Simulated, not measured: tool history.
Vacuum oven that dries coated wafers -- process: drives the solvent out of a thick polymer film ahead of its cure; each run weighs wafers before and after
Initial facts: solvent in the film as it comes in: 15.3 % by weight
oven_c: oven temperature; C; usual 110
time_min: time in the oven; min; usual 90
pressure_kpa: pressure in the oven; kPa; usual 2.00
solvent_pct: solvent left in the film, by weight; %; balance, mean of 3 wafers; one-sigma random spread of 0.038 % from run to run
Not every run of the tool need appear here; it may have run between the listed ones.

run 1 hour=0.0 | oven_c=110 time_min=90 pressure_kpa=2.00 | solvent_pct=3.19
run 2 hour=95.7 | oven_c=110 time_min=156 pressure_kpa=2.00 | solvent_pct=2.72
run 3 hour=181.8 | oven_c=110 time_min=156 pressure_kpa=2.00 | solvent_pct=2.72
-- hour=229.2 vacuum gauge cleaned of residue and calibrated
run 4 hour=257.7 | oven_c=110 time_min=156 pressure_kpa=2.00 | solvent_pct=2.51
run 5 hour=342.0 | oven_c=110 time_min=156 pressure_kpa=2.00 | solvent_pct=2.45
run 6 hour=397.8 | oven_c=103 time_min=90 pressure_kpa=2.00 | solvent_pct=4.28
run 7 hour=503.8 | oven_c=103 time_min=90 pressure_kpa=2.00 | solvent_pct=4.24
run 8 hour=583.5 | oven_c=103 time_min=90 pressure_kpa=2.00 | solvent_pct=4.19
-- hour=634.2 oven's thermocouples calibrated
run 9 hour=683.4 | oven_c=103 time_min=90 pressure_kpa=2.00 | solvent_pct=5.05
run 10 hour=761.0 | oven_c=103 time_min=90 pressure_kpa=2.00 | solvent_pct=5.03
run 11 hour=875.1 | oven_c=110 time_min=90 pressure_kpa=1.32 | solvent_pct=2.52
run 12 hour=933.6 | oven_c=110 time_min=90 pressure_kpa=1.32 | solvent_pct=2.53
run 13 hour=1050.6 | oven_c=110 time_min=90 pressure_kpa=1.32 | solvent_pct=2.53
run 14 hour=1129.1 | oven_c=110 time_min=90 pressure_kpa=1.32 | solvent_pct=2.51
run 15 hour=1220.5 | oven_c=110 time_min=90 pressure_kpa=2.00 | solvent_pct=3.29
run 16 hour=1269.9 | oven_c=110 time_min=90 pressure_kpa=2.00 | solvent_pct=3.25
run 17 hour=1329.6 | oven_c=97 time_min=97 pressure_kpa=6.40 | solvent_pct=13.47
run 18 hour=1401.9 | oven_c=122 time_min=93 pressure_kpa=4.04 | solvent_pct=3.65
run 19 hour=1498.4 | oven_c=110 time_min=138 pressure_kpa=1.10 | solvent_pct=1.66
run 20 hour=1558.7 | oven_c=110 time_min=138 pressure_kpa=1.10 | solvent_pct=1.71
run 21 hour=1638.4 | oven_c=110 time_min=138 pressure_kpa=1.10 | solvent_pct=1.63
run 22 hour=1691.8 | oven_c=116 time_min=60 pressure_kpa=3.11 | solvent_pct=3.96
run 23 hour=1802.0 | oven_c=116 time_min=60 pressure_kpa=3.11 | solvent_pct=3.83
run 24 hour=1903.9 | oven_c=102 time_min=86 pressure_kpa=3.88 | solvent_pct=7.63
run 25 hour=1954.0 | oven_c=98 time_min=85 pressure_kpa=1.40 | solvent_pct=5.26
run 26 hour=2018.2 | oven_c=123 time_min=90 pressure_kpa=2.00 | solvent_pct=1.72
run 27 hour=2109.6 | oven_c=110 time_min=89 pressure_kpa=1.07 | solvent_pct=2.08
run 28 hour=2183.4 | oven_c=122 time_min=97 pressure_kpa=1.05 | solvent_pct=1.01
run 29 hour=2286.7 | oven_c=122 time_min=97 pressure_kpa=1.05 | solvent_pct=1.06
run 30 hour=2367.4 | oven_c=109 time_min=68 pressure_kpa=2.00 | solvent_pct=3.81
run 31 hour=2428.0 | oven_c=109 time_min=68 pressure_kpa=2.00 | solvent_pct=3.76
run 32 hour=2510.6 | oven_c=97 time_min=118 pressure_kpa=3.77 | solvent_pct=8.41

Difference, measured minus no-hidden-state, one row per run. Run-to-run variation is common to both terms; the gauge's own scatter need not be:
Unlogged tool condition in this case: true wafer temperature over the reading, C; true pressure over the reading, kPa; drift of the gauge itself on solvent_pct, %.
run=1 solvent_pct=-0.20
run=2 solvent_pct=-0.02
run=3 solvent_pct=-0.02
run=4 solvent_pct=-0.31
run=5 solvent_pct=-0.31
run=6 solvent_pct=-0.81
run=7 solvent_pct=-0.83
run=8 solvent_pct=-0.86
run=9 solvent_pct=-0.03
run=10 solvent_pct=-0.05
run=11 solvent_pct=-0.03
run=12 solvent_pct=-0.05
run=13 solvent_pct=-0.07
run=14 solvent_pct=-0.08
run=15 solvent_pct=-0.12
run=16 solvent_pct=-0.13
run=17 solvent_pct=-0.44
run=18 solvent_pct=-0.10
run=19 solvent_pct=+0.00
run=20 solvent_pct=-0.01
run=21 solvent_pct=-0.01
run=22 solvent_pct=-0.29
run=23 solvent_pct=-0.32
run=24 solvent_pct=-0.58
run=25 solvent_pct=-0.50
run=26 solvent_pct=-0.03
run=27 solvent_pct=-0.22
run=28 solvent_pct=+0.03
run=29 solvent_pct=+0.04
run=30 solvent_pct=-0.52
run=31 solvent_pct=-0.54
run=32 solvent_pct=-0.87
